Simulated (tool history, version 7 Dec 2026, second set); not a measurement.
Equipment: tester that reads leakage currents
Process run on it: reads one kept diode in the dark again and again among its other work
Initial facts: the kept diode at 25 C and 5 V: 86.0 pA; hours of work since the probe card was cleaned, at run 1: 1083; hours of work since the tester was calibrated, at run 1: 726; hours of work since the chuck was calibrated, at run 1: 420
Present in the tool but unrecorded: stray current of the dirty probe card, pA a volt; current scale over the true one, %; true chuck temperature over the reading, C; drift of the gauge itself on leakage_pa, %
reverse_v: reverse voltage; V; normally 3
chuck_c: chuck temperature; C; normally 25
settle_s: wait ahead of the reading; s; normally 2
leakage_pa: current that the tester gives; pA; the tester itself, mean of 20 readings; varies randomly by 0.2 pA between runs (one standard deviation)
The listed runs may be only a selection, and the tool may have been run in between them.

run   hour  reverse_v  chuck_c  settle_s  hours of work since the probe card was cleaned  hours of work since the tester was calibrated  hours of work since the chuck was calibrated  leakage_pa
  1      0          3       25         2                                            1083                                            726                                           420       69.97
  2   31.3          3       25         2                                            1107                                            751                                           445       70.45
  3   69.6          3       21         2                                            1136                                            780                                           474       48.98
  4   94.4          3       21         2                                            1156                                            799                                           493       49.26
  5  125.5          3       21         2                                            1180                                            823                                           517       49.42
  6  158.1          3       21         2                                            1205                                            848                                           542       49.73
  7  176.9          3       25      8.76                                            1219                                            863                                           557       71.06
  8    203          3       25      8.76                                            1239                                            883                                           577       70.87
  9  232.3          3       25      8.76                                            1262                                            906                                           600       71.74
 10  267.7          3       25         2                                            1289                                            933                                           627       72.42
 11  290.8          3       25         2                                            1307                                            951                                           645       72.06
 12  326.5          3       25         2                                            1335                                            978                                           672       72.37
 13  364.4          3       25         2                                            1364                                           1007                                           701       72.75
 14  384.7          3       25         2                                            1379                                           1023                                           717       72.77
 15  410.6          3       25         2                                            1399                                           1043                                           737       72.92
 16  434.6          3       25      1.29                                            1418                                           1062                                           756       73.46
 17  459.2          3       25      1.29                                            1437                                           1081                                           775       73.44
 18  493.5       2.22       25         2                                            1463                                           1107                                           801       61.61
 19  517.1      14.94       47      0.33                                            1482                                           1125                                           819     1269.41
 20    553      14.94       47      0.33                                            1509                                           1153                                           847     1272.57
 21  576.6      14.94       47      0.33                                            1527                                           1171                                           865     1277.76
 22  613.7       7.44       34      1.86                                            1556                                           1200                                           894      283.64
 23  642.6      15.27       28      1.46                                            1578                                           1222                                           916       261.8
 24  671.5       1.59       25      1.64                                            1601                                           1244                                           938        51.3
 25  695.7          3       44      1.68                                            1619                                           1263                                           957      388.11
 26    725      10.98       44      7.28                                            1642                                           1286                                           980      826.98
 27  740.8       8.18       31      2.08                                            1654                                           1298                                           992      233.34
     760.8  -- chuck's temperature calibrated
 28  780.4       8.18       31      2.08                                            1683                                           1327                                            15      217.63

The next listed run, before its measurement:
 29  806.1       8.18       31      2.08                                            1703                                           1347                                            35           ?

{"run 29": {"leakage_pa": 217.75}}
Were there no unlogged condition in the tool, this run, its random variation unchanged, would have produced leakage_pa 201.76 pA.
